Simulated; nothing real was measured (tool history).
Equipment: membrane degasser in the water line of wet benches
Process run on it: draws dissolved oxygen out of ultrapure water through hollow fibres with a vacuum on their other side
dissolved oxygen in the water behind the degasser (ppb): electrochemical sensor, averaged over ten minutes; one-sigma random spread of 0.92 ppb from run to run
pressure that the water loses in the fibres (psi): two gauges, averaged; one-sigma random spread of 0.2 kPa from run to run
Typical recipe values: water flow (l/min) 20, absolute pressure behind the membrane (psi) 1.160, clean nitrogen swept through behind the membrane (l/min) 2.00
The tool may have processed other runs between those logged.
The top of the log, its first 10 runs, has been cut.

run    hour  water flow (l/min)  absolute pressure behind the membrane (psi)  clean nitrogen swept through behind the membrane (l/min)  dissolved oxygen in the water behind the degasser (ppb)  pressure that the water loses in the fibres (psi)
 11  1000.6                  20                                        1.160                                                      2.00                                                    114.1                                              6.457
 12  1086.6                  20                                        1.160                                                      2.00                                                    113.7                                              6.445
 13  1168.8                  20                                        1.160                                                      2.00                                                    113.7                                              6.505
     1261.9  -- gauge calibrated
 14  1291.1                  20                                        1.160                                                      2.00                                                    112.5                                              6.425
 15  1398.3                  20                                        1.160                                                      2.00                                                    113.5                                              6.398
 16  1507.9                  20                                        1.160                                                      2.00                                                    113.9                                              6.374
 17  1632.0                  14                                        1.967                                                      2.30                                                    149.7                                              4.486
 18  1705.5                  13                                        1.220                                                      1.28                                                    124.5                                              4.161
 19  1804.0                  29                                        2.647                                                      2.47                                                    403.8                                              9.381
 20  1875.7                  20                                        1.160                                                      1.53                                                    142.3                                              6.463
 21  1991.3                  29                                        2.302                                                      1.27                                                    594.9                                              9.400
 22  2053.5                  29                                        2.302                                                      1.27                                                    596.1                                              9.396

What will run 23 give?
 23  2168.7                  29                                        2.302                                                      1.27                                                        ?                                                  ?

dissolved oxygen in the water behind the degasser (ppb): 594.3
pressure that the water loses in the fibres (psi): 9.406
The same run, on a tool lacking any hidden state, would have yielded dissolved oxygen in the water behind the degasser (ppb) 594.2, pressure that the water loses in the fibres (psi) 9.243.

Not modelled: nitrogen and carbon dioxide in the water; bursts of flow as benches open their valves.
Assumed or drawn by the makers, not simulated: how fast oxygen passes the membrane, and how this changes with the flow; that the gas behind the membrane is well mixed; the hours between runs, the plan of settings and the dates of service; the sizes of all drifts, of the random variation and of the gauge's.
